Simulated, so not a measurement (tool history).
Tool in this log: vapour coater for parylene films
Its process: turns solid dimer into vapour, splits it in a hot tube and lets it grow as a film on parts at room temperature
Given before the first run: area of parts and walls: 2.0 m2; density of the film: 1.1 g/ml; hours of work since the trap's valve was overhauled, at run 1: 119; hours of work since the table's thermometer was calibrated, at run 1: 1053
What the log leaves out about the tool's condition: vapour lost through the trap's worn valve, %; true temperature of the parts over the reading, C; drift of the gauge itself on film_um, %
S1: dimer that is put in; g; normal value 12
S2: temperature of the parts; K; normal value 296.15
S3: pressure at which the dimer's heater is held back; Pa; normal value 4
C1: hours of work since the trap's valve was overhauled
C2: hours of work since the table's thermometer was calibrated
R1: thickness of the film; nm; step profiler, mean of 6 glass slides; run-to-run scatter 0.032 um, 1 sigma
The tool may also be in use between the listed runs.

Run 1, hour 0: usual settings; C1 119; C2 1053. Result: R1 3070 nm.
Run 2, hour 55.2: usual settings; C1 152; C2 1087. Result: R1 3070 nm.
Run 3, hour 107.6: usual settings; C1 184; C2 1118. Result: R1 3010 nm.
At hour 154.6: trap's valve overhauled.
Run 4, hour 180.2: usual settings; C1 15; C2 1160. Result: R1 3110 nm.
Run 5, hour 242.9: usual settings but S2 308.15 K; C1 53; C2 1198. Result: R1 2400 nm.
Run 6, hour 282.4: usual settings but S2 308.15 K; C1 77; C2 1222. Result: R1 2390 nm.
Run 7, hour 351.7: usual settings but S2 308.15 K; C1 119; C2 1264. Result: R1 2380 nm.
Run 8, hour 433: usual settings but S2 308.15 K; C1 169; C2 1313. Result: R1 2370 nm.
Run 9, hour 496.9: usual settings but S2 308.15 K; C1 207; C2 1351. Result: R1 2400 nm.
At hour 506.4: trap's valve overhauled.
Run 10, hour 576.4: usual settings but S1 14 g, S3 6.69 Pa; C1 42; C2 1397. Result: R1 3460 nm.
Run 11, hour 614.3: usual settings but S1 14 g, S3 6.69 Pa; C1 65; C2 1420. Result: R1 3520 nm.
Run 12, hour 685: usual settings but S1 6 g, S3 2.21 Pa; C1 108; C2 1463. Result: R1 1560 nm.
Run 13, hour 724.8: usual settings but S1 6 g, S2 307.15 K, S3 9.14 Pa; C1 132; C2 1487. Result: R1 1170 nm.
Run 14, hour 803.5: usual settings but S1 6 g, S2 307.15 K, S3 9.14 Pa; C1 180; C2 1535. Result: R1 1170 nm.
At hour 855.7: trap's valve overhauled.
Run 15, hour 875.6: usual settings but S1 14 g, S2 297.15 K, S3 2.21 Pa; C1 12; C2 1576. Result: R1 3670 nm.
Run 16, hour 952.7: usual settings but S1 14 g, S2 297.15 K, S3 2.21 Pa; C1 59; C2 1622. Result: R1 3620 nm.
Run 17, hour 1018.2: usual settings but S1 14 g, S2 297.15 K, S3 2.21 Pa; C1 98; C2 1662. Result: R1 3670 nm.

Describe how what the log doesn't record of the tool's condition differs between the last listed run preceding each entry between runs and the first listed run following it.
In the gap between runs 3 and 4: trap's valve overhauled (hour 154.6)
  vapour lost through the trap's worn valve, %: 0.4 -> 0
In the gap between runs 9 and 10: trap's valve overhauled (hour 506.4)
  vapour lost through the trap's worn valve, %: 0.4 -> 0.1
In the gap between runs 14 and 15: trap's valve overhauled (hour 855.7)
  vapour lost through the trap's worn valve, %: 0.4 -> 0.1
